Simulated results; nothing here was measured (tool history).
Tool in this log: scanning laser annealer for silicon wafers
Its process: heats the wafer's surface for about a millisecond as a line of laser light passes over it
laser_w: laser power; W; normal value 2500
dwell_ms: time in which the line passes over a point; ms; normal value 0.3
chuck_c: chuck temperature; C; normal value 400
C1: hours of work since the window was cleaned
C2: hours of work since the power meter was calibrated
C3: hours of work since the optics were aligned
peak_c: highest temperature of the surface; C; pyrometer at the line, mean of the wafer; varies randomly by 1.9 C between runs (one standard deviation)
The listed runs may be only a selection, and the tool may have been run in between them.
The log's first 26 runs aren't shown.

Run 27, day 23.288: usual settings but laser_w 2386 W, dwell_ms 0.217 ms, chuck_c 367 C; C1 255; C2 927; C3 593. Result: peak_c 1051 C.
Run 28, day 23.788: usual settings but laser_w 2516 W, dwell_ms 0.291 ms; C1 263; C2 935; C3 600. Result: peak_c 1219 C.
Run 29, day 24.621: usual settings but chuck_c 398 C; C1 275; C2 947; C3 612. Result: peak_c 1227 C.
Run 30, day 25.458: usual settings but laser_w 2517 W, dwell_ms 0.291 ms; C1 287; C2 959; C3 624. Result: peak_c 1217 C.
Run 31, day 26.579: usual settings but laser_w 2480 W, dwell_ms 0.225 ms; C1 303; C2 975; C3 640. Result: peak_c 1116 C.
Run 32, day 27.475: usual settings but laser_w 2480 W, dwell_ms 0.225 ms; C1 316; C2 988; C3 653. Result: peak_c 1123 C.
Run 33, day 28.488: usual settings but laser_w 2409 W, dwell_ms 0.251 ms, chuck_c 412 C; C1 330; C2 1002; C3 668. Result: peak_c 1149 C.
Run 34, day 29.492: usual settings but laser_w 2445 W, dwell_ms 0.275 ms; C1 345; C2 1017; C3 682. Result: peak_c 1179 C.
Run 35, day 30.167: usual settings but laser_w 2445 W, dwell_ms 0.38 ms; C1 355; C2 1027; C3 692. Result: peak_c 1303 C.
Run 36, day 31.117: usual settings but laser_w 2445 W, dwell_ms 0.38 ms; C1 368; C2 1040; C3 706. Result: peak_c 1303 C.
Run 37, day 31.646: usual settings but laser_w 2284 W, dwell_ms 0.38 ms; C1 376; C2 1048; C3 713. Result: peak_c 1249 C.
Run 38, day 32.446: usual settings but laser_w 2457 W; C1 387; C2 1059; C3 725. Result: peak_c 1213 C.
Run 39, day 33.467: usual settings but dwell_ms 0.265 ms, chuck_c 389 C; C1 402; C2 1074; C3 739. Result: peak_c 1170 C.
Run 40, day 34.625: usual settings but dwell_ms 0.265 ms, chuck_c 381 C; C1 419; C2 1091; C3 756. Result: peak_c 1162 C.

Alternative continuations, all from the tool just after run 40; predict every row:
Run A, day 35.412: usual settings but laser_w 2510 W, dwell_ms 0.374 ms, chuck_c 369 C; C1 430; C2 1102; C3 767. Result: peak_c ?.
Run B, day 35.412: usual settings but laser_w 2700 W, dwell_ms 0.288 ms, chuck_c 386 C; C1 430; C2 1102; C3 767. Result: peak_c ?.
Run C, day 35.412: usual settings but laser_w 2283 W, dwell_ms 0.281 ms, chuck_c 438 C; C1 430; C2 1102; C3 767. Result: peak_c ?.
Run D, day 35.412: usual settings but dwell_ms 0.323 ms, chuck_c 395 C; C1 430; C2 1102; C3 767. Result: peak_c ?.
Run E, day 35.412: usual settings but laser_w 2637 W, dwell_ms 0.326 ms, chuck_c 409 C; C1 430; C2 1102; C3 767. Result: peak_c ?.

run  peak_c
  A    1288
  B    1258
  C    1176
  D    1253
  E    1314
With the hidden condition removed and each run's random variation left untouched, the same runs would have given:
run  peak_c
  A    1289
  B    1259
  C    1177
  D    1254
  E    1315

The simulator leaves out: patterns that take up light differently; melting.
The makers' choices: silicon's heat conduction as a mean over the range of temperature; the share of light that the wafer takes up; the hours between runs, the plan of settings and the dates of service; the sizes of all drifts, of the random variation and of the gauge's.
